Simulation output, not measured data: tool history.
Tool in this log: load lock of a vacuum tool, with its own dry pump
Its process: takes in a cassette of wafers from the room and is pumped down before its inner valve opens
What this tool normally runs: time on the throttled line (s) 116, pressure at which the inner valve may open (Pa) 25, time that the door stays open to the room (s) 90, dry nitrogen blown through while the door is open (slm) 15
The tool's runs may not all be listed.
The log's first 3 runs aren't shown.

run	hour	time on the throttled line (s)	pressure at which the inner valve may open (Pa)	time that the door stays open to the room (s)	dry nitrogen blown through while the door is open (slm)	incoming humidity of the room's air, %	time from the closed door until the inner valve may open (s)	rise of the pressure with all valves shut (Pa/min)
4	519.7	116	25	90	15	44.6	158	0.039
5	697.8	116	25	90	15	46.8	158.4	0.039
6	992.3	116	25	90	15	46.3	159.3	0.042
7	1288.9	116	25	90	15	45.9	159.7	0.042
8	1572.6	116	25	90	15	40.3	158.6	0.04
9	1721.9	116	25	178	15	45	158.3	0.055
10	1973.7	116	25	178	15	46.1	155.2	0.057
11	2246.1	116	25	178	15	45.1	159	0.056
12	2520.3	116	25	43	15	44.9	157.1	0.031
13	2658.7	116	30	90	15	43.2	157.4	0.041
14	2793	116	30	90	15	45.3	157.1	0.048
15	3091.6	116	25	90	14	46.6	159	0.045
16	3370.5	97	25	29	14	42.9	140.9	0.022
17	3627.5	97	25	29	14	44.8	141.5	0.025
18	3758.7	116	47	90	15	44.2	153.3	0.045
19	3938.8	74	19	51	18	45.2	123.4	0.031
20	4162.7	147	19	51	18	45.4	186.3	0.024
21	4328.1	175	25	90	5	45.7	208.6	0.056
22	4456.6	90	48	90	9	44	129.9	0.048
23	4738.6	146	45	44	8	43.2	180	0.032
24	5046.1	77	25	48	15	43.8	124	0.032
25	5354.7	116	44	90	7	44.7	152.9	0.047
26	5645.2	116	44	90	7	45.5	154.8	0.057

Predict the results of run 27:
27	5911.8	91	25	90	15	44.3	?	?

{"run 27": {"time from the closed door until the inner valve may open (s)": 135.8, "rise of the pressure with all valves shut (Pa/min)": 0.04}}
With the hidden condition absent and the run-to-run variation left alone, this run would have shown time from the closed door until the inner valve may open (s) 135.8, rise of the pressure with all valves shut (Pa/min) 0.039.

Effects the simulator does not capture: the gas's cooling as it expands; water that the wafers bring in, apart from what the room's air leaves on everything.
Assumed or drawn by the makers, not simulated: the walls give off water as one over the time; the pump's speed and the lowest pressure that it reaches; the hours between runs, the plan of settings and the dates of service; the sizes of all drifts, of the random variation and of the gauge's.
